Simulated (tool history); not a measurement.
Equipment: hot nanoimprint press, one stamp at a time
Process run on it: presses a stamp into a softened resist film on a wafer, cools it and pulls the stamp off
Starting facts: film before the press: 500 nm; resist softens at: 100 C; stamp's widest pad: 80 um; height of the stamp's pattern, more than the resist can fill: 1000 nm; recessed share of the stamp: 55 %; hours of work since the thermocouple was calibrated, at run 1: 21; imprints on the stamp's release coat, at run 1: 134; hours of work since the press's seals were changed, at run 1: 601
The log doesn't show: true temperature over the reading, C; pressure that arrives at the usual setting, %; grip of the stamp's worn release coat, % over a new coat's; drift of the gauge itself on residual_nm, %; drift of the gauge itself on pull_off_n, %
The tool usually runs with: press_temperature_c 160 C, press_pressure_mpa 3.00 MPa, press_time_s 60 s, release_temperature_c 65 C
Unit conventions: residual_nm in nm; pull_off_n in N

| run | hour | press_temperature_c | press_pressure_mpa | press_time_s | release_temperature_c | hours of work since the thermocouple was calibrated | imprints on the stamp's release coat | hours of work since the press's seals were changed | residual_nm | pull_off_n |
|---|---|---|---|---|---|---|---|---|---|---|
| 1 | 0.0 | 160 | 3.00 | 60 | 65 | 21 | 134 | 601 | 242.9 | 216 |
| 2 | 27.1 | 160 | 3.00 | 60 | 65 | 41 | 267 | 621 | 242.5 | 226 |
| 3 | 50.2 | 160 | 3.00 | 60 | 59 | 58 | 379 | 638 | 242.5 | 253 |
| 4 | 71.7 | 160 | 3.00 | 60 | 59 | 74 | 484 | 654 | 241.4 | 261 |
| 5 | 99.8 | 160 | 3.00 | 54 | 65 | 95 | 621 | 675 | 249.6 | 251 |
| 6 | 133.6 | 160 | 3.00 | 60 | 65 | 120 | 786 | 700 | 241.4 | 267 |
| 7 | 171.7 | 157 | 3.00 | 60 | 65 | 148 | 971 | 729 | 270.3 | 279 |
| 8 | 198.2 | 157 | 3.00 | 60 | 51 | 168 | 1100 | 748 | 270.0 | 327 |
|  | 203.7 | plate thermocouple calibrated |
| 9 | 231.7 | 157 | 3.00 | 60 | 51 | 21 | 1249 | 771 | 267.2 | 345 |
| 10 | 255.5 | 160 | 4.22 | 60 | 65 | 39 | 1365 | 789 | 203.8 | 309 |
| 11 | 278.6 | 160 | 4.22 | 60 | 65 | 56 | 1477 | 806 | 203.8 | 306 |
| 12 | 309.1 | 160 | 4.22 | 60 | 65 | 78 | 1626 | 829 | 202.9 | 321 |
| 13 | 337.4 | 160 | 4.22 | 60 | 65 | 99 | 1764 | 850 | 202.9 | 334 |
| 14 | 370.1 | 160 | 3.00 | 60 | 61 | 124 | 1923 | 874 | 235.7 | 360 |
|  | 408.5 | stamp cleaned and given a new release coat |
| 15 | 408.5 | 160 | 3.00 | 60 | 61 | 148 | 0 | 898 | 235.7 | 221 |
|  | 414.5 | plate thermocouple calibrated, once more |
| 16 | 428.2 | 160 | 3.00 | 100 | 71 | 10 | 81 | 910 | 200.1 | 204 |
| 17 | 466.7 | 160 | 3.00 | 100 | 71 | 39 | 269 | 939 | 199.8 | 217 |
| 18 | 497.6 | 160 | 1.92 | 40 | 71 | 62 | 420 | 962 | 326.7 | 229 |
| 19 | 521.9 | 160 | 1.92 | 40 | 71 | 80 | 538 | 980 | 326.2 | 230 |
| 20 | 557.5 | 160 | 3.00 | 47 | 71 | 106 | 711 | 1007 | 262.7 | 247 |
| 21 | 589.3 | 154 | 2.64 | 53 | 64 | 130 | 867 | 1030 | 327.6 | 265 |
| 22 | 626.5 | 160 | 4.18 | 60 | 61 | 158 | 1048 | 1058 | 207.5 | 279 |
| 23 | 666.0 | 160 | 2.37 | 76 | 60 | 187 | 1240 | 1087 | 243.5 | 317 |
| 24 | 685.0 | 161 | 3.00 | 51 | 65 | 201 | 1333 | 1102 | 244.5 | 296 |
| 25 | 705.9 | 157 | 3.00 | 60 | 66 | 217 | 1435 | 1117 | 269.4 | 309 |
| 26 | 731.3 | 150 | 3.86 | 73 | 57 | 236 | 1558 | 1136 | 302.5 | 354 |
| 27 | 766.0 | 157 | 2.48 | 82 | 67 | 262 | 1728 | 1162 | 260.1 | 328 |
| 28 | 785.2 | 165 | 2.13 | 82 | 63 | 276 | 1821 | 1176 | 203.2 | 349 |
| 29 | 802.5 | 156 | 2.00 | 39 | 70 | 289 | 1906 | 1189 | 360.0 | 326 |

What if the next run were any one of these 3? Each begins from the tool's condition after run 29:
|  | 828.0 | plate thermocouple calibrated |
| A | 833.1 | 156 | 2.00 | 64 | 70 | 4 | 2040 | 1210 | ? | ? |
|  | 828.0 | plate thermocouple calibrated |
| B | 833.1 | 156 | 2.99 | 80 | 70 | 4 | 2040 | 1210 | ? | ? |
|  | 828.0 | plate thermocouple calibrated |
| C | 833.1 | 156 | 2.97 | 39 | 53 | 4 | 2040 | 1210 | ? | ? |

| run | residual_nm | pull_off_n |
|---|---|---|
| A | 326.5 | 335 |
| B | 262.1 | 345 |
| C | 328.8 | 407 |
With no hidden state in the tool, these same runs would have given:
| run | residual_nm | pull_off_n |
|---|---|---|
| A | 322.5 | 198 |
| B | 256.9 | 203 |
| C | 323.6 | 239 |

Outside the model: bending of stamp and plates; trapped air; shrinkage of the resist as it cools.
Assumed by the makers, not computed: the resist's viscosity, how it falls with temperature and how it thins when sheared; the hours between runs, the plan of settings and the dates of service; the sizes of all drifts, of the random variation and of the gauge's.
